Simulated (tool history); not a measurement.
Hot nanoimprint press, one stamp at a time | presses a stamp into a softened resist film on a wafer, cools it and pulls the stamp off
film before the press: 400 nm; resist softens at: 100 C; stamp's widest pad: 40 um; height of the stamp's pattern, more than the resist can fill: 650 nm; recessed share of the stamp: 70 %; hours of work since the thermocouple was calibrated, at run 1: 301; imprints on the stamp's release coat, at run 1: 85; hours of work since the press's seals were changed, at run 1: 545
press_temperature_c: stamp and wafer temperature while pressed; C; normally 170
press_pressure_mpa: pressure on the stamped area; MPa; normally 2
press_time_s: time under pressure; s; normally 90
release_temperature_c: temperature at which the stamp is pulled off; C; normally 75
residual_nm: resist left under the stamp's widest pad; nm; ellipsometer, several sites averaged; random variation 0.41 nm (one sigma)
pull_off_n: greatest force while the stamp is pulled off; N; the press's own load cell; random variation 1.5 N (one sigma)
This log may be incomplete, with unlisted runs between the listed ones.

run,hour,press_temperature_c,press_pressure_mpa,press_time_s,release_temperature_c,hours of work since the thermocouple was calibrated,imprints on the stamp's release coat,hours of work since the press's seals were changed,residual_nm,pull_off_n
1,0,170,2,90,75,301,85,545,190.4,130
2,16.8,170,2,90,75,312,163,556,190.4,126
3,29.3,170,2,90,75,320,220,564,189.8,129
4,55.6,166,2,90,75,337,342,580,233.9,130
5,75.9,166,2,90,75,349,435,593,234.4,130
6,102,170,2,90,75,366,556,610,190.2,127
7,121,170,2,90,75,378,644,622,191,127
# hour 134.6: plate thermocouple calibrated
8,135.8,170,2,90,75,1,698,629,190.7,129
9,153.1,170,2,90,82,12,778,640,190.6,111
# hour 166: stamp cleaned and given a new release coat
10,170.6,170,2,90,82,19,21,648,189.9,109
11,196.2,170,2,90,82,35,140,664,190.1,109
12,213.1,170,2,90,82,46,218,675,190.6,110
13,227.3,170,2,90,75,55,283,684,190.3,128
14,241.6,170,2,90,75,64,349,693,189.8,127
15,258.4,170,2,57,75,75,427,703,224.9,127

Run 16 is up next; what results do you expect?
16,271.9,170,2,54,76,83,489,712,?,?

Run 16 gave residual_nm 229.3 nm, pull_off_n 126 N.
Take away the tool's hidden state, keep the run-to-run variation as it was, and the same run would have given residual_nm 229.3 nm, pull_off_n 126 N.
